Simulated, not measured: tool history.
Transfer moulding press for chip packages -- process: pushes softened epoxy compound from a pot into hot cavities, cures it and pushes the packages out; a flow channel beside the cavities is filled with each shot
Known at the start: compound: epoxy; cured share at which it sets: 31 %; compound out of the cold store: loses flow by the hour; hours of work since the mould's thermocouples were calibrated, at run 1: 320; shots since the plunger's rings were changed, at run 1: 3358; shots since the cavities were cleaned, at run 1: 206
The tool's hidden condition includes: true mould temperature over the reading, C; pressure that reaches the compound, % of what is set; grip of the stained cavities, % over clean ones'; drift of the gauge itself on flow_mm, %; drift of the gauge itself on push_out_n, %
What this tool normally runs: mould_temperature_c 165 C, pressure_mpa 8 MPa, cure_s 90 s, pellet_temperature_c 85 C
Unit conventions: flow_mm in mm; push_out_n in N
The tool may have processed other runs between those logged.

run,day,mould_temperature_c,pressure_mpa,cure_s,pellet_temperature_c,hours of work since the mould's thermocouples were calibrated,shots since the plunger's rings were changed,shots since the cavities were cleaned,incoming compound's hours out of the cold store,flow_mm,push_out_n
1,0,165,8,90,85,320,3358,206,30.8,802,411
# day 1.35: cavities cleaned with cleaning compound and waxed
2,1.483,165,8,90,85,341,3753,37,18.8,862,404
# day 1.825: plunger's sealing rings changed
3,2.629,165,8,90,85,357,223,326,19.3,842,420
4,3.35,165,8,90,85,368,424,527,40.8,768,416
# day 3.508: cavities cleaned with cleaning compound and waxed
5,4.704,165,8,90,85,388,783,332,35.9,785,405
# day 5.642: cavities cleaned with cleaning compound and waxed
6,6.004,165,8,90,85,407,1127,101,42.1,757,400
7,6.746,165,8,90,85,418,1332,306,16.3,857,430
# day 7.738: cavities cleaned with cleaning compound and waxed
8,8.196,165,8,90,85,439,1718,126,35.8,792,407
9,8.821,165,8,90,85,449,1892,300,47.3,742,421
10,9.471,165,8,86,85,458,2072,480,10.2,888,441
# day 9.792: cavities cleaned with cleaning compound and waxed
11,10.946,165,8,86,85,480,2465,320,14.1,876,448
# day 11.888: cavities cleaned with cleaning compound and waxed
# day 12.388: mould's thermocouples calibrated
12,12.446,165,8,90,83,1,2841,132,41.3,768,420
13,13.425,165,8,90,83,16,3113,404,33.4,791,419
# day 14.038: cavities cleaned with cleaning compound and waxed
14,14.158,165,8.02,90,85,26,3300,33,15.2,881,435
15,15.358,161,8,70,85,44,3634,367,22.3,854,879
# day 16.112: plunger's sealing rings changed
# day 16.279: cavities cleaned with cleaning compound and waxed
16,16.479,161,9.03,129,82,59,86,56,35.3,856,391
17,17.392,161,9.03,129,82,73,339,309,43.2,817,367
# day 18.338: cavities cleaned with cleaning compound and waxed
18,18.338,159,7.39,94,77,86,584,0,41.3,760,518
19,19.508,172,7.6,74,93,104,909,325,37,746,387
20,20.146,165,8,73,94,114,1087,503,20.9,847,576
# day 20.388: cavities cleaned with cleaning compound and waxed
21,21.529,165,8,124,94,134,1454,318,16.7,857,369
# day 22.5: cavities cleaned with cleaning compound and waxed
22,22.9,166,7.21,90,85,154,1817,111,30.6,759,404

The next listed run, before its measurement:
23,24.292,166,6.88,90,87,175,2204,498,29.9,?,?

Run 23 gave flow_mm 749 mm, push_out_n 400 N.
The same run, on a tool lacking any hidden state, would have yielded flow_mm 749 mm, push_out_n 397 N.

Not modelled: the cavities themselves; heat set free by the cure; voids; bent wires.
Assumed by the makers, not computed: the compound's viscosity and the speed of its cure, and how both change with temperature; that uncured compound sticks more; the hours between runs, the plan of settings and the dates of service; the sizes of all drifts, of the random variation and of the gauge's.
